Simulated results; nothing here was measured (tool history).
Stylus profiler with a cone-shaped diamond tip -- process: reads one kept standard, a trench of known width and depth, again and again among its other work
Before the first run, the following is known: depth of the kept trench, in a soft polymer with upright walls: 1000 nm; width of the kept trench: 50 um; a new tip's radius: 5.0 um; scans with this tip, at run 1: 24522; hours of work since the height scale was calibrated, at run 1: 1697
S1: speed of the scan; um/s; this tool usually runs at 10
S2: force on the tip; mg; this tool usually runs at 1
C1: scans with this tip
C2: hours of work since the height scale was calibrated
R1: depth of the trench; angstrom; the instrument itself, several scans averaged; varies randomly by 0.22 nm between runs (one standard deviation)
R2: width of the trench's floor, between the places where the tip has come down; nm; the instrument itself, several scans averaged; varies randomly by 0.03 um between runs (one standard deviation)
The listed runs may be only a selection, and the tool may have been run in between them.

Run 1, hour 0: usual settings; C1 24522; C2 1697. Result: R1 9988.6 angstrom, R2 41040 nm.
Run 2, hour 41.3: usual settings; C1 24946; C2 1726. Result: R1 9991.6 angstrom, R2 40960 nm.
Run 3, hour 116.1: usual settings; C1 25715; C2 1779. Result: R1 9987.7 angstrom, R2 40880 nm.
At hour 151.5: height scale calibrated on a step standard.
Run 4, hour 183.8: usual settings; C1 26406; C2 23. Result: R1 10038.5 angstrom, R2 40890 nm.
Run 5, hour 215.9: usual settings; C1 26735; C2 46. Result: R1 10036 angstrom, R2 40860 nm.
Run 6, hour 260: usual settings; C1 27189; C2 77. Result: R1 10039.2 angstrom, R2 40810 nm.
Run 7, hour 323.8: usual settings; C1 27845; C2 123. Result: R1 10039.8 angstrom, R2 40690 nm.
Run 8, hour 368.5: usual settings; C1 28304; C2 154. Result: R1 10035.1 angstrom, R2 40680 nm.
Run 9, hour 407.5: usual settings; C1 28705; C2 182. Result: R1 10035.9 angstrom, R2 40610 nm.
Run 10, hour 453.9: usual settings; C1 29181; C2 215. Result: R1 10036.1 angstrom, R2 40590 nm.
Run 11, hour 512.5: usual settings but S2 1.41 mg; C1 29783; C2 257. Result: R1 10041.7 angstrom, R2 40560 nm.
Run 12, hour 572.1: usual settings but S2 2.64 mg; C1 30396; C2 299. Result: R1 10065.7 angstrom, R2 40470 nm.
Run 13, hour 637: usual settings but S2 2.64 mg; C1 31063; C2 345. Result: R1 10065.6 angstrom, R2 40420 nm.
Run 14, hour 668.7: usual settings but S2 2.64 mg; C1 31389; C2 368. Result: R1 10063.3 angstrom, R2 40340 nm.
At hour 720.5: new tip fitted, height scale calibrated.
Run 15, hour 729.9: usual settings but S1 28 um/s, S2 1.67 mg; C1 96; C2 7. Result: R1 10048 angstrom, R2 43870 nm.
Run 16, hour 799.6: usual settings but S2 0.61 mg; C1 813; C2 56. Result: R1 10024.3 angstrom, R2 43750 nm.
Run 17, hour 864.6: usual settings but S1 8 um/s, S2 0.61 mg; C1 1480; C2 102. Result: R1 10023.1 angstrom, R2 43680 nm.
Run 18, hour 908.1: usual settings but S1 7 um/s, S2 0.41 mg; C1 1928; C2 133. Result: R1 10013.8 angstrom, R2 43720 nm.
Run 19, hour 951.9: usual settings but S1 14 um/s, S2 0.41 mg; C1 2378; C2 165. Result: R1 10017.1 angstrom, R2 43540 nm.
Run 20, hour 1024: usual settings but S1 33 um/s, S2 0.51 mg; C1 3118; C2 216. Result: R1 10014.7 angstrom, R2 43350 nm.
Run 21, hour 1061.5: usual settings but S1 33 um/s, S2 0.51 mg; C1 3504; C2 242. Result: R1 10014.5 angstrom, R2 43360 nm.

Below, some changes in R1 between adjacent runs. For each, the amount present without the hidden state too (settings, incoming material, random variation) and the amount remaining for the hidden state with gauge scatter not shared by both compared results:
The hidden state here: radius of the tip, um; height scale over the true one, %; drift of the gauge itself on depth_nm, %; drift of the gauge itself on floor_um, %.
Run 3 -> 4: height scale calibrated on a step standard. R1 +50.8 angstrom: hidden state +48.6, all else +2.2.
Run 11 -> 12: S2 1.41 -> 2.64. R1 +24 angstrom: hidden state -1.1, all else +25.1.
Run 14 -> 15: S1 10 -> 28, S2 2.64 -> 1.67, new tip fitted, height scale calibrated. R1 -15.3 angstrom: hidden state +4.1, all else -19.4.
